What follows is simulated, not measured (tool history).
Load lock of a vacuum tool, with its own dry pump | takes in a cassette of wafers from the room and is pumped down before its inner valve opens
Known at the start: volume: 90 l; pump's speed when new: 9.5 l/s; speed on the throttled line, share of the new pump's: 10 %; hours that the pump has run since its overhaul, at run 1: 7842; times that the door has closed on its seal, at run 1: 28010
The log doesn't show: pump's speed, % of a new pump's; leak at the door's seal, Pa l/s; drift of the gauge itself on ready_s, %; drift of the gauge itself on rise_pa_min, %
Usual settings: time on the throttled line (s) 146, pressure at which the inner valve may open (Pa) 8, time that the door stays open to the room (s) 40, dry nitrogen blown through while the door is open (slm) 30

run,hour,time on the throttled line (s),pressure at which the inner valve may open (Pa),time that the door stays open to the room (s),dry nitrogen blown through while the door is open (slm),hours that the pump has run since its overhaul,times that the door has closed on its seal,"incoming humidity of the room's air, %",time from the closed door until the inner valve may open (s),rise of the pressure with all valves shut (Pa/min)
1,0.0,146,8,40,30,7842,28010,44.3,240.0,0.123
2,190.3,146,8,40,30,8032,28595,43.6,239.8,0.126
3,317.0,146,8,40,30,8159,28984,44.1,241.4,0.123
4,412.5,146,8,40,30,8254,29277,47.1,241.6,0.128
5,530.3,146,8,40,30,8372,29639,47.1,240.4,0.131
6,701.3,146,8,40,30,8543,30164,46.6,241.3,0.129
7,912.0,146,8,40,30,8754,30811,44.5,241.9,0.141
8,1138.7,146,8,132,30,8981,31507,43.8,242.3,0.151
9,1310.2,146,8,132,30,9152,32034,43.5,243.4,0.151
10,1537.1,146,8,132,30,9379,32731,45.0,245.5,0.158
11,1758.9,146,8,132,30,9601,33412,42.1,244.7,0.157
12,1957.1,146,8,132,30,9799,34021,46.6,244.5,0.163
13,2183.2,146,8,132,30,10025,34716,43.1,241.6,0.177
14,2335.6,146,8,132,30,10177,35184,43.9,246.1,0.183
15,2548.6,146,8,132,30,10390,35838,45.9,244.1,0.181
16,2667.2,102,10,49,7,10509,36202,45.1,204.5,0.185
# hour 2718.9: dry pump taken out, an overhauled one fitted
17,2791.0,102,7,35,21,72,36564,45.2,184.6,0.170
18,2890.0,146,9,97,16,171,36868,43.6,220.0,0.191
19,3071.1,126,10,97,11,352,37424,44.6,200.9,0.195
20,3267.6,146,9,160,13,549,38028,44.0,222.2,0.216
21,3370.9,211,16,88,23,652,38345,40.9,275.4,0.188
22,3466.0,211,16,88,23,747,38637,46.7,273.8,0.200
23,3680.8,170,8,45,10,962,39297,43.5,246.7,0.201
24,3786.4,170,8,45,10,1067,39621,48.7,243.8,0.205
25,3891.7,116,8,74,25,1173,39945,47.4,196.6,0.205
26,4050.5,93,8,40,30,1332,40432,42.5,177.4,0.195
27,4183.7,287,7,117,8,1465,40841,47.8,355.6,0.231
28,4349.2,287,7,117,8,1630,41350,46.5,349.3,0.232

Forecast each of these 4 alternatives for the next run:
A,4459.9,146,8,40,18,1741,41690,45.5,?,?
B,4459.9,174,7,164,8,1741,41690,44.9,?,?
C,4459.9,217,8,40,30,1741,41690,47.9,?,?
D,4459.9,146,8,40,12,1741,41690,48.0,?,?

run,time from the closed door until the inner valve may open (s),rise of the pressure with all valves shut (Pa/min)
A,227.4,0.209
B,252.6,0.258
C,285.9,0.210
D,227.9,0.217
Without the tool's hidden state the same runs would have given:
run,time from the closed door until the inner valve may open (s),rise of the pressure with all valves shut (Pa/min)
A,224.1,0.021
B,249.7,0.070
C,283.2,0.021
D,224.7,0.028
